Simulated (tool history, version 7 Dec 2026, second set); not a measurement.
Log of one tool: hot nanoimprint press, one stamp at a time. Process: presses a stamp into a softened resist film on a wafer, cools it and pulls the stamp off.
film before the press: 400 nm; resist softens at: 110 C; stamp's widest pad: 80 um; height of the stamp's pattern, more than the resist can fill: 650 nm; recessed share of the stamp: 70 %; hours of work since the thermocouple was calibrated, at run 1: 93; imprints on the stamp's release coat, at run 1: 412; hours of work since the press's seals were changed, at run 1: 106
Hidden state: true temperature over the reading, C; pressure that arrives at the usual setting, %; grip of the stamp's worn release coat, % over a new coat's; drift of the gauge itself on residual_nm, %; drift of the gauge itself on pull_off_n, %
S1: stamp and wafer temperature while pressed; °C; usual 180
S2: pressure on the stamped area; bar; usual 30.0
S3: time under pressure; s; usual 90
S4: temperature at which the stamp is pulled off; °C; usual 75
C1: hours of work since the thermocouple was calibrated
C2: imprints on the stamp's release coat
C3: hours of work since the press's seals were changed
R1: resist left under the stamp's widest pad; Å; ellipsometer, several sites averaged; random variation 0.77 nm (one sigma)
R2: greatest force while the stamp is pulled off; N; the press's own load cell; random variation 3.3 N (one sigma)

{"run": 1, "day": 0.0, "S1": 180, "S2": 30.0, "S3": 90, "S4": 75, "C1": 93, "C2": 412, "C3": 106, "R1": 1609, "R2": 163}
{"run": 2, "day": 0.396, "S1": 180, "S2": 30.0, "S3": 90, "S4": 75, "C1": 98, "C2": 436, "C3": 111, "R1": 1628, "R2": 168}
{"run": 3, "day": 0.792, "S1": 180, "S2": 30.0, "S3": 90, "S4": 68, "C1": 103, "C2": 460, "C3": 116, "R1": 1616, "R2": 182}
{"run": 4, "day": 1.229, "S1": 177, "S2": 30.0, "S3": 90, "S4": 75, "C1": 109, "C2": 486, "C3": 122, "R1": 1805, "R2": 168}
{"run": 5, "day": 1.771, "S1": 177, "S2": 30.0, "S3": 90, "S4": 75, "C1": 116, "C2": 518, "C3": 129, "R1": 1797, "R2": 168}
{"run": 6, "day": 2.088, "S1": 177, "S2": 30.0, "S3": 90, "S4": 75, "C1": 120, "C2": 537, "C3": 134, "R1": 1784, "R2": 157}
{"run": 7, "day": 2.554, "S1": 180, "S2": 30.0, "S3": 90, "S4": 75, "C1": 127, "C2": 565, "C3": 140, "R1": 1630, "R2": 166}
{"run": 8, "day": 2.858, "S1": 180, "S2": 30.0, "S3": 90, "S4": 75, "C1": 131, "C2": 583, "C3": 144, "R1": 1610, "R2": 163}
{"run": 9, "day": 3.271, "S1": 180, "S2": 30.0, "S3": 90, "S4": 75, "C1": 136, "C2": 608, "C3": 149, "R1": 1602, "R2": 167}
{"run": 10, "day": 3.688, "S1": 180, "S2": 30.0, "S3": 90, "S4": 75, "C1": 142, "C2": 633, "C3": 155, "R1": 1622, "R2": 168}
{"run": 11, "day": 4.121, "S1": 180, "S2": 30.0, "S3": 90, "S4": 75, "C1": 148, "C2": 658, "C3": 161, "R1": 1619, "R2": 168}
{"run": 12, "day": 4.45, "S1": 180, "S2": 30.0, "S3": 90, "S4": 77, "C1": 152, "C2": 678, "C3": 165, "R1": 1617, "R2": 160}
{"run": 13, "day": 4.788, "S1": 180, "S2": 30.0, "S3": 90, "S4": 77, "C1": 157, "C2": 698, "C3": 170, "R1": 1612, "R2": 170}
{"run": 14, "day": 5.038, "S1": 180, "S2": 30.0, "S3": 90, "S4": 77, "C1": 160, "C2": 713, "C3": 173, "R1": 1600, "R2": 169}
{"run": 15, "day": 5.575, "S1": 180, "S2": 22.1, "S3": 90, "S4": 75, "C1": 167, "C2": 745, "C3": 180, "R1": 1834, "R2": 176}
{"run": 16, "day": 6.108, "S1": 180, "S2": 22.1, "S3": 90, "S4": 75, "C1": 174, "C2": 777, "C3": 187, "R1": 1830, "R2": 171}
{"run": 17, "day": 6.521, "S1": 180, "S2": 46.1, "S3": 90, "S4": 75, "C1": 180, "C2": 802, "C3": 193, "R1": 1336, "R2": 175}
{"run": 18, "day": 7.004, "S1": 176, "S2": 36.5, "S3": 101, "S4": 80, "C1": 186, "C2": 830, "C3": 199, "R1": 1611, "R2": 163}
{"run": 19, "day": 7.567, "S1": 169, "S2": 30.0, "S3": 90, "S4": 66, "C1": 194, "C2": 864, "C3": 207, "R1": 2344, "R2": 190}
{"run": 20, "day": 7.971, "S1": 180, "S2": 19.8, "S3": 90, "S4": 73, "C1": 199, "C2": 888, "C3": 212, "R1": 1905, "R2": 176}
{"day": 8.138, "done": "plate thermocouple calibrated"}
{"run": 21, "day": 8.408, "S1": 168, "S2": 46.4, "S3": 107, "S4": 82, "C1": 4, "C2": 907, "C3": 217, "R1": 1931, "R2": 156}
{"run": 22, "day": 8.888, "S1": 168, "S2": 46.4, "S3": 107, "S4": 82, "C1": 10, "C2": 935, "C3": 223, "R1": 1938, "R2": 156}
{"run": 23, "day": 9.296, "S1": 168, "S2": 46.4, "S3": 84, "S4": 75, "C1": 16, "C2": 960, "C3": 228, "R1": 2116, "R2": 178}
{"run": 24, "day": 9.829, "S1": 168, "S2": 46.4, "S3": 60, "S4": 75, "C1": 23, "C2": 992, "C3": 236, "R1": 2383, "R2": 177}
{"day": 10.075, "done": "plate thermocouple calibrated, once more"}
{"run": 25, "day": 10.45, "S1": 168, "S2": 46.4, "S3": 60, "S4": 75, "C1": 5, "C2": 1021, "C3": 242, "R1": 2426, "R2": 174}
{"run": 26, "day": 10.804, "S1": 168, "S2": 46.4, "S3": 60, "S4": 75, "C1": 10, "C2": 1042, "C3": 247, "R1": 2441, "R2": 176}
{"run": 27, "day": 11.388, "S1": 169, "S2": 30.0, "S3": 90, "S4": 78, "C1": 18, "C2": 1077, "C3": 255, "R1": 2387, "R2": 172}
{"run": 28, "day": 11.638, "S1": 179, "S2": 30.0, "S3": 90, "S4": 75, "C1": 21, "C2": 1092, "C3": 258, "R1": 1687, "R2": 178}
{"run": 29, "day": 12.121, "S1": 173, "S2": 31.5, "S3": 90, "S4": 80, "C1": 27, "C2": 1121, "C3": 265, "R1": 2016, "R2": 165}

How the hidden state differs across the entries between the runs, from the last listed run before each to the first after it:
Between runs 20 and 21: plate thermocouple calibrated (day 8.138)
  true temperature over the reading, C: 0.59 -> 0.85; pressure that arrives at the usual setting, %: 99.38 -> 99.37; grip of the stamp's worn release coat, % over a new coat's: 10.1 -> 10.3
  measured less the result without the state, R1: -33 -> -57 Å; R2: +15 -> +13 N
Between runs 24 and 25: plate thermocouple calibrated, once more (day 10.075)
  true temperature over the reading, C: 0.91 -> 0.1; pressure that arrives at the usual setting, %: 99.32 -> 99.3; grip of the stamp's worn release coat, % over a new coat's: 11.3 -> 11.6
  measured less the result without the state, R1: -63 -> +0 Å; R2: +16 -> +18 N
